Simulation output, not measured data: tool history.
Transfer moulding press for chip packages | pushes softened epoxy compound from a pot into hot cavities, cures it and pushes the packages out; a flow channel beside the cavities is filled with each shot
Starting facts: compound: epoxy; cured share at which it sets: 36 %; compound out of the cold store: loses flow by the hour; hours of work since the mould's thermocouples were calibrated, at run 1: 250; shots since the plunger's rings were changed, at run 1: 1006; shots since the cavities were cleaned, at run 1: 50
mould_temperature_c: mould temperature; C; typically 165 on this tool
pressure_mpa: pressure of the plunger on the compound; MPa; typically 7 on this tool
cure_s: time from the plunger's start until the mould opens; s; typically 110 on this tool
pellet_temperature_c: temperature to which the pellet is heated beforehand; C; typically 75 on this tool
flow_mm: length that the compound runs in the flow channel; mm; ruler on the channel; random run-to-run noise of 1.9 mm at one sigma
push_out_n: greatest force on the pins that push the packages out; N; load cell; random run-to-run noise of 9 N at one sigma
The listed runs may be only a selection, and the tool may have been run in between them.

run	hour	mould_temperature_c	pressure_mpa	cure_s	pellet_temperature_c	hours of work since the mould's thermocouples were calibrated	shots since the plunger's rings were changed	shots since the cavities were cleaned	incoming compound's hours out of the cold store	flow_mm	push_out_n
1	0	165	7	110	75	250	1006	50	38.3	824	451
2	17.7	165	7	110	75	258	1131	175	34.7	829	496
3	27.1	165	7	110	75	262	1198	242	18.1	861	554
4	44.6	165	7	110	75	270	1322	366	24.1	852	611
5	54.8	165	7	110	75	275	1394	438	34.5	832	645
6	65.8	165	7	110	75	280	1472	516	12	875	692
7	76.7	165	7	110	75	285	1549	593	43.5	813	670
# hour 90.9: cavities cleaned with cleaning compound and waxed
8	93.3	165	7	110	75	292	1656	17	16	861	435
9	105	165	7	124	75	297	1739	100	27.7	839	417
10	115.7	165	7	124	75	302	1814	175	47.9	801	432
11	129	165	7	141	75	308	1909	270	10.2	873	458
12	145.5	165	7	141	75	316	2026	387	30	835	494
13	162.9	169	7	110	75	324	2149	510	24.2	832	532
14	179	169	7	110	75	332	2263	624	40.5	800	570
# hour 189: cavities cleaned with cleaning compound and waxed
15	190.1	165	7	145	75	336	2331	8	37.2	820	322
16	197.7	165	5.45	110	68	339	2385	62	36	725	461
17	207.5	165	8.19	131	75	344	2454	131	41.9	879	393
18	223.6	165	8.19	131	75	351	2569	246	9.7	943	454
19	231.4	167	8.47	148	79	355	2623	300	11.4	946	452
20	241.1	167	5.51	148	79	359	2692	369	8.5	768	478
21	253.3	157	7	111	68	365	2779	456	32.2	854	1144
22	266.6	157	7	111	68	371	2873	550	26.7	865	1275
23	274	157	7	111	68	375	2925	602	44.3	831	1215
24	281.5	165	5.5	115	75	378	2979	656	43.6	713	643
# hour 287.6: cavities cleaned with cleaning compound and waxed
25	300.6	165	5.5	115	75	386	3103	92	25.3	743	442
26	310.8	165	7.9	115	75	391	3175	164	18.3	903	486
27	325.5	171	7	110	75	398	3280	269	26.9	811	475
28	337.1	165	8.3	129	75	403	3362	351	9.6	943	496
29	347.4	165	8.3	129	75	408	3435	424	10.3	939	523

Each row is a separate what-if for the run after 29, all from the same tool condition, not one after another. Results?
A	359	170	8.3	129	75	413	3517	506	30.4	?	?
B	359	165	7.78	115	84	413	3517	506	28.1	?	?
C	359	165	5.32	112	67	413	3517	506	15.1	?	?
D	359	165	8.3	116	82	413	3517	506	11.6	?	?

run	flow_mm	push_out_n
A	882	528
B	875	582
C	745	645
D	937	597
What these runs would have given with no unlogged condition in the tool:
run	flow_mm	push_out_n
A	905	330
B	899	358
C	765	397
D	962	366
